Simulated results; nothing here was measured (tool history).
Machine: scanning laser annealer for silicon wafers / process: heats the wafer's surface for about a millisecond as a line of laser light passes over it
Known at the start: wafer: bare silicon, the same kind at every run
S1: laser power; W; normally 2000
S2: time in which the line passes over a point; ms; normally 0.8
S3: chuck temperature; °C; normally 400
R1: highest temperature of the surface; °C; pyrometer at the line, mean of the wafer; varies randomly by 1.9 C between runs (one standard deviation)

run   hour    S1     S2   S3    R1
  1      0  2000    0.8  400  1177
  2    4.2  2000    0.8  400  1174
  3     13  2000    0.8  400  1175
  4   21.4  2000    0.8  400  1177
  5   29.8  2000    0.8  400  1175
  6   39.5  2000    0.8  400  1175
  7   48.1  2067    0.8  400  1206
  8   54.4  2067  0.648  400  1130
  9   61.5  2067  0.648  400  1130
 10   66.9  2067  0.648  378  1108
 11   76.1  2067  0.648  378  1111
      79.6  -- laser's power meter calibrated
 12   84.1  2067  0.648  378  1107
 13   89.1  2000    0.8  400  1173
 14   97.2  1945    0.8  400  1149
 15    102  1945    0.8  400  1141
 16  106.3  1908    0.8  400  1131
 17  110.7  1908    0.8  400  1129
     114.6  -- laser's power meter calibrated, once more
 18  117.9  2000    0.8  400  1170
 19  127.2  2000    0.8  400  1169
 20  132.1  2000    0.8  400  1169
 21  141.6  1850  0.763  400  1082
     152.2  -- window over the wafer cleaned
 22  152.2  2093  0.695  389  1198
 23  159.4  1732  0.912  400  1120
 24  164.2  1732  0.912  400  1123
 25  173.4  1732  0.912  400  1122
 26  177.7  2034  0.912  407  1288
 27  182.6  1936  0.713  400  1135
 28  188.7  1959  0.629  436  1144
 29  197.3  1924  0.636  361  1054
 30  201.6  1811  0.636  362  1005
 31  205.5  1971  0.678  418  1155
 32  215.2  1971  0.678  418  1158
 33  224.2  1849  0.755  404  1119
 34  231.4  2001  0.755  368  1158
 35  239.4  2034  0.875  430  1292
 36  249.1  2034  0.875  431  1294
 37  254.2  2034  0.875  431  1294
 38  258.5  2119  0.858  439  1336

4 options for the next run, each taken on its own from the tool as it stands now. Forecast them:
  A  265.2  2119  0.704  430   ?
  B  265.2  1843    0.8  387   ?
  C  265.2  1764  0.635  400   ?
  D  265.2  2163   0.62  380   ?

run    R1
  A  1250
  B  1117
  C  1023
  D  1170
With no hidden state in the tool, these same runs would have given:
run    R1
  A  1261
  B  1127
  C  1031
  D  1180

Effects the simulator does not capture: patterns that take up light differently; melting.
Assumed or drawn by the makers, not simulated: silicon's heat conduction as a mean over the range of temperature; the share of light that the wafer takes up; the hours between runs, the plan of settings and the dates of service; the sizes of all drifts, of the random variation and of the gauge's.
